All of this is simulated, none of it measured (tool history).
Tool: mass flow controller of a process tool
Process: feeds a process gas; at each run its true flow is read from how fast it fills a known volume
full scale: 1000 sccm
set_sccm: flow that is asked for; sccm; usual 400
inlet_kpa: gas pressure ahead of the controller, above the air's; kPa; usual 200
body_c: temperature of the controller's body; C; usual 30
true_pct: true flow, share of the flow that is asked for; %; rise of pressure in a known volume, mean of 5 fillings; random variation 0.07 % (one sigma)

Run 1, hour 0.0: usual settings. Result: true_pct 96.51 %.
Run 2, hour 95.2: usual settings. Result: true_pct 96.46 %.
Run 3, hour 314.6: usual settings but inlet_kpa 231 kPa. Result: true_pct 96.31 %.
Run 4, hour 482.6: usual settings but inlet_kpa 231 kPa. Result: true_pct 96.30 %.
Run 5, hour 642.5: usual settings. Result: true_pct 96.59 %.
Run 6, hour 764.1: usual settings. Result: true_pct 96.49 %.
Run 7, hour 1000.1: usual settings but inlet_kpa 151 kPa. Result: true_pct 96.65 %.
Run 8, hour 1113.5: usual settings. Result: true_pct 96.36 %.
Run 9, hour 1221.6: usual settings. Result: true_pct 96.42 %.
Run 10, hour 1435.3: usual settings but inlet_kpa 162 kPa. Result: true_pct 96.56 %.
Run 11, hour 1569.2: usual settings but inlet_kpa 162 kPa. Result: true_pct 96.51 %.
Run 12, hour 1772.8: usual settings but inlet_kpa 162 kPa. Result: true_pct 96.67 %.
Run 13, hour 2001.5: usual settings but inlet_kpa 162 kPa. Result: true_pct 96.49 %.
Run 14, hour 2176.6: usual settings. Result: true_pct 96.22 %.
Run 15, hour 2326.4: usual settings. Result: true_pct 96.22 %.
Run 16, hour 2462.0: usual settings but set_sccm 176 sccm. Result: true_pct 94.43 %.
Run 17, hour 2672.8: usual settings but set_sccm 258 sccm. Result: true_pct 95.13 %.
Run 18, hour 2863.1: usual settings but set_sccm 258 sccm. Result: true_pct 95.33 %.
Run 19, hour 3057.7: usual settings. Result: true_pct 96.14 %.
Run 20, hour 3190.6: usual settings but body_c 29 C. Result: true_pct 96.20 %.
Run 21, hour 3390.9: usual settings but body_c 29 C. Result: true_pct 96.23 %.
Run 22, hour 3521.8: usual settings but body_c 29 C. Result: true_pct 96.15 %.
Run 23, hour 3712.3: usual settings. Result: true_pct 96.02 %.
Run 24, hour 3849.8: usual settings. Result: true_pct 95.91 %.
Run 25, hour 3948.5: usual settings but inlet_kpa 206 kPa. Result: true_pct 95.90 %.
Run 26, hour 4122.2: usual settings but set_sccm 263 sccm, inlet_kpa 206 kPa, body_c 22 C. Result: true_pct 95.72 %.
Run 27, hour 4257.1: usual settings but set_sccm 256 sccm, inlet_kpa 152 kPa, body_c 28 C. Result: true_pct 95.46 %.
Run 28, hour 4405.1: usual settings but set_sccm 631 sccm, inlet_kpa 237 kPa. Result: true_pct 96.86 %.
Run 29, hour 4519.8: usual settings but inlet_kpa 188 kPa. Result: true_pct 96.01 %.
Run 30, hour 4633.8: usual settings but set_sccm 128 sccm, inlet_kpa 144 kPa, body_c 39 C. Result: true_pct 92.39 %.
Run 31, hour 4813.3: usual settings but set_sccm 327 sccm, inlet_kpa 141 kPa. Result: true_pct 95.77 %.
Run 32, hour 4995.0: usual settings but set_sccm 327 sccm, inlet_kpa 141 kPa. Result: true_pct 95.74 %.
Run 33, hour 5143.1: usual settings but set_sccm 327 sccm, inlet_kpa 141 kPa. Result: true_pct 95.77 %.
Run 34, hour 5266.2: usual settings but set_sccm 327 sccm, inlet_kpa 141 kPa. Result: true_pct 95.79 %.
Run 35, hour 5378.5: usual settings but set_sccm 280 sccm. Result: true_pct 95.08 %.
Run 36, hour 5601.5: usual settings but set_sccm 280 sccm. Result: true_pct 94.87 %.
Run 37, hour 5744.3: usual settings but set_sccm 476 sccm, body_c 29 C. Result: true_pct 96.21 %.
Run 38, hour 5875.0: usual settings but set_sccm 562 sccm. Result: true_pct 96.54 %.
Run 39, hour 6031.9: usual settings but set_sccm 562 sccm. Result: true_pct 96.51 %.
Run 40, hour 6130.3: usual settings but inlet_kpa 194 kPa, body_c 24 C. Result: true_pct 96.33 %.
Run 41, hour 6272.7: usual settings but set_sccm 220 sccm, inlet_kpa 162 kPa, body_c 32 C. Result: true_pct 94.17 %.
Run 42, hour 6372.9: usual settings but set_sccm 220 sccm, inlet_kpa 162 kPa, body_c 32 C. Result: true_pct 94.24 %.
Run 43, hour 6518.4: usual settings but set_sccm 648 sccm, inlet_kpa 243 kPa, body_c 32 C. Result: true_pct 96.53 %.
Run 44, hour 6684.4: usual settings but set_sccm 681 sccm. Result: true_pct 96.87 %.
Run 45, hour 6818.3: usual settings but set_sccm 578 sccm, inlet_kpa 230 kPa, body_c 34 C. Result: true_pct 95.78 %.
Run 46, hour 7004.1: usual settings but set_sccm 560 sccm, inlet_kpa 220 kPa, body_c 31 C. Result: true_pct 96.18 %.
Run 47, hour 7164.7: usual settings but set_sccm 560 sccm, inlet_kpa 167 kPa, body_c 24 C. Result: true_pct 97.20 %.
Run 48, hour 7282.1: usual settings but set_sccm 165 sccm, inlet_kpa 259 kPa, body_c 38 C. Result: true_pct 92.02 %.

Hidden state or all else? Some run-to-run changes of true_pct, split into what the settings, what came in and random variation would give without the hidden state, and what is left for the hidden state (with any gauge scatter that isn't in both results):
The hidden state here: flow at rest that the sensor doesn't see, % of full scale; true flow over the shown one, %; drift of the gauge itself on true_pct, %.
Run 29 -> 30: set_sccm 400 -> 128, inlet_kpa 188 -> 144, body_c 30 -> 39. true_pct -3.62 %: hidden state -2.16, all else -1.46.
Run 30 -> 31: set_sccm 128 -> 327, inlet_kpa 144 -> 141, body_c 39 -> 30. true_pct +3.38 %: hidden state +1.90, all else +1.48.
Run 47 -> 48: set_sccm 560 -> 165, inlet_kpa 167 -> 259, body_c 24 -> 38. true_pct -5.18 %: hidden state -2.10, all else -3.08.
